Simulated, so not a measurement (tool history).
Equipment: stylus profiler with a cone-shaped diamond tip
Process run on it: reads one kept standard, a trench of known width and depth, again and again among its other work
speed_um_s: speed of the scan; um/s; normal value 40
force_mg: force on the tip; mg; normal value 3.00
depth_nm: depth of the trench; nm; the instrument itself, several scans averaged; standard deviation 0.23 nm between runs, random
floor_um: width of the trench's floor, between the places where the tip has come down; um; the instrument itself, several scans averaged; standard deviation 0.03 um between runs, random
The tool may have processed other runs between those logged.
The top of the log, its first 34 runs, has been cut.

run,hour,speed_um_s,force_mg,scans with this tip,hours of work since the height scale was calibrated,depth_nm,floor_um
35,504.3,41,1.03,10202,57,1005.67,24.93
36,519.8,90,4.45,10336,67,1013.66,24.89
# hour 523.0: height scale calibrated on a step standard, once more
37,536.8,90,4.45,10479,8,1013.07,24.86
38,549.2,90,4.45,10585,16,1013.20,24.92
39,571.7,90,4.45,10780,29,1012.44,24.94
40,582.1,40,3.37,10870,35,1010.63,24.99
41,600.7,31,2.83,11030,46,1009.53,25.05
42,612.7,11,8.50,11134,54,1019.79,25.20
43,632.4,87,1.24,11304,65,1005.93,24.56
44,651.6,87,1.24,11470,77,1005.85,24.55
45,667.5,65,3.00,11608,86,1010.26,24.87
46,683.5,65,3.00,11746,96,1009.91,24.74
47,703.6,43,2.74,11920,108,1009.40,24.92

Predict each of these 3 candidate next runs independently; none follows another, all start after run 47:
A,717.3,67,3.00,12038,116,?,?
B,717.3,70,2.37,12038,116,?,?
C,717.3,17,2.87,12038,116,?,?

run,depth_nm,floor_um
A,1010.39,24.78
B,1008.46,24.79
C,1010.24,25.01
What these runs would have given with no unlogged condition in the tool:
run,depth_nm,floor_um
A,1009.72,25.68
B,1007.79,25.68
C,1009.58,25.90
